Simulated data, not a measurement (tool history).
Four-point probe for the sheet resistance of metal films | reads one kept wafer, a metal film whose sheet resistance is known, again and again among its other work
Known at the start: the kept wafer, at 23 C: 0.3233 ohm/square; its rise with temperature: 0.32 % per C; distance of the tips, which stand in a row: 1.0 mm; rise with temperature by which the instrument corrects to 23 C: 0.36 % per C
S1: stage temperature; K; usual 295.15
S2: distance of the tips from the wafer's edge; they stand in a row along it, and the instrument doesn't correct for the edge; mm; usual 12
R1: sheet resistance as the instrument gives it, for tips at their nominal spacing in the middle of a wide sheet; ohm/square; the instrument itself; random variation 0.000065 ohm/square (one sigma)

| run | hour | S1 | S2 | R1 |
|---|---|---|---|---|
| 1 | 0.0 | 295.15 | 12 | 0.326375 |
| 2 | 27.2 | 295.15 | 12 | 0.326181 |
| 3 | 48.2 | 295.15 | 12 | 0.326334 |
| 4 | 79.3 | 297.15 | 12 | 0.326104 |
| 5 | 111.4 | 297.15 | 12 | 0.326180 |
| 6 | 131.2 | 302.15 | 12 | 0.325400 |
| 7 | 163.8 | 295.15 | 12 | 0.326488 |
| 8 | 183.6 | 295.15 | 12 | 0.326404 |
| 9 | 210.6 | 295.15 | 11 | 0.326890 |
| 10 | 242.3 | 295.15 | 11 | 0.326764 |
| 11 | 256.2 | 295.15 | 12 | 0.326719 |
| 12 | 274.4 | 295.15 | 12 | 0.326553 |
| 13 | 293.5 | 299.15 | 5 | 0.331708 |
| 14 | 307.6 | 299.15 | 5 | 0.331803 |
| 15 | 334.2 | 301.15 | 21 | 0.325083 |
| 16 | 356.4 | 303.15 | 3 | 0.342830 |
| 17 | 371.3 | 293.15 | 12 | 0.327040 |
| 18 | 386.3 | 308.15 | 8 | 0.326610 |
| 19 | 416.4 | 308.15 | 26 | 0.324174 |
| 20 | 434.0 | 308.15 | 26 | 0.324162 |
| 21 | 456.9 | 308.15 | 26 | 0.324169 |
| 22 | 482.8 | 305.15 | 22 | 0.324767 |

Forecast each of these 4 alternatives for the next run:
| A | 507.4 | 291.15 | 4 | ? |
| B | 507.4 | 305.15 | 15 | ? |
| C | 507.4 | 305.15 | 16 | ? |
| D | 507.4 | 306.15 | 22 | ? |

| run | R1 |
|---|---|
| A | 0.336950 |
| B | 0.325146 |
| C | 0.325146 |
| D | 0.324681 |
Without the tool's hidden state the same runs would have given:
| run | R1 |
|---|---|
| A | 0.334553 |
| B | 0.322850 |
| C | 0.322849 |
| D | 0.322389 |
